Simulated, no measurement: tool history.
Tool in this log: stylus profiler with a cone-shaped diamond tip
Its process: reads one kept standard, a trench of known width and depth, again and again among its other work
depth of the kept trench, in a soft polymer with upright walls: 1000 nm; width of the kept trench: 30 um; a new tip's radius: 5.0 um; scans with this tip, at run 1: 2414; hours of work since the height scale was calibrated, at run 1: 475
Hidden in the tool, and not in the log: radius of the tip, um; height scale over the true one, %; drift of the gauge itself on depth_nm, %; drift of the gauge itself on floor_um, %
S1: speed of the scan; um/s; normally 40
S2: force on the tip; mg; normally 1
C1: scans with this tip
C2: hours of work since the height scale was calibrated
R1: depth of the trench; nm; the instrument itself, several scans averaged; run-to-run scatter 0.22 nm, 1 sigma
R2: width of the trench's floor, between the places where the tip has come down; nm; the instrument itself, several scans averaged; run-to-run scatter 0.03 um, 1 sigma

run	hour	S1	S2	C1	C2	R1	R2
1	0	40	1	2414	475	1004.07	23120
2	49.3	40	1	2536	499	1004.02	23090
3	77.2	40	1	2605	513	1003.46	23090
4	130.5	40	1	2737	538	1003.79	23120
5	156.3	40	1	2801	551	1003.7	23010
6	181.2	40	1	2863	563	1003.49	23080
7	211.8	40	0.65	2939	578	1001.4	22980
8	253.4	40	0.4	3041	598	1000.38	22800
9	283.7	53	1	3116	613	1003.51	22880
10	337.5	53	1	3249	639	1002.87	22870
11	360.5	53	1	3306	650	1002.97	22860
12	403.6	53	1	3413	671	1003	22840
13	460.6	53	0.89	3554	699	1002.73	22790
14	512.7	14	0.89	3683	724	1002.21	23230
15	569.8	14	0.89	3824	752	1002.53	23220
16	620.4	14	0.89	3949	777	1001.83	23110
17	675.5	14	0.89	4086	804	1001.71	23060
18	727.7	100	0.89	4215	829	1001.89	22160
19	775.8	100	0.89	4334	852	1001.66	22170
20	830	40	1	4468	879	1001.37	22830
21	876.7	40	1	4584	902	1001.99	22760
22	910.3	40	1	4667	918	1001.94	22740
23	938.8	16	1	4737	932	1001.9	22980
24	965.8	102	0.37	4804	945	998.71	21420
25	1009.9	20	0.83	4913	966	1001.08	22860
# hour 1013.3: height scale calibrated on a step standard
26	1037	61	0.5	4979	12	998.94	22270
27	1073.1	17	0.38	5068	29	998.36	22830
# hour 1108.3: height scale calibrated on a step standard, once more
28	1129.8	15	1	5207	10	1005.97	22880
29	1186.2	112	0.64	5347	38	1004.33	21620
30	1218.7	112	0.64	5428	54	1004.2	21580
31	1267.2	112	0.64	5547	77	1004.08	21620
32	1316.9	112	0.64	5670	102	1004.03	21600
33	1368.8	123	2	5799	127	1009.32	22090
34	1394.2	40	0.89	5862	139	1005.01	22600
35	1444.1	137	1.83	5985	163	1008.39	21970
36	1500	88	2.84	6123	191	1011.15	22420
37	1530.5	88	2.84	6199	205	1010.95	22400
38	1583.9	12	1.84	6331	231	1008	22850
39	1635	39	1	6457	256	1005	22500
40	1664	40	1.07	6529	270	1005.13	22460
41	1689.4	40	0.6	6592	283	1002.56	22310
42	1745.3	40	0.6	6730	310	1002.41	22290
43	1792.7	129	0.49	6848	333	1002.11	20920
44	1842.3	13	0.55	6970	357	1002.05	22610

Below, some changes in R1 between adjacent runs. For each, the amount present without the hidden state too (settings, incoming material, random variation) and the amount remaining for the hidden state with gauge scatter not shared by both compared results:
Run 16 -> 17: settings left as they were, no log entry in between. R1 -0.12 nm: hidden state -0.14, all else +0.02.
Run 25 -> 26: S1 20 -> 61, S2 0.83 -> 0.5, height scale calibrated on a step standard. R1 -2.14 nm: hidden state -0.53, all else -1.61.
Run 27 -> 28: S1 17 -> 15, S2 0.38 -> 1, height scale calibrated on a step standard, once more. R1 +7.61 nm: hidden state +5.03, all else +2.58.
Run 32 -> 33: S1 112 -> 123, S2 0.64 -> 2. R1 +5.29 nm: hidden state -0.13, all else +5.42.
Run 33 -> 34: S1 123 -> 40, S2 2 -> 0.89. R1 -4.31 nm: hidden state -0.05, all else -4.26.
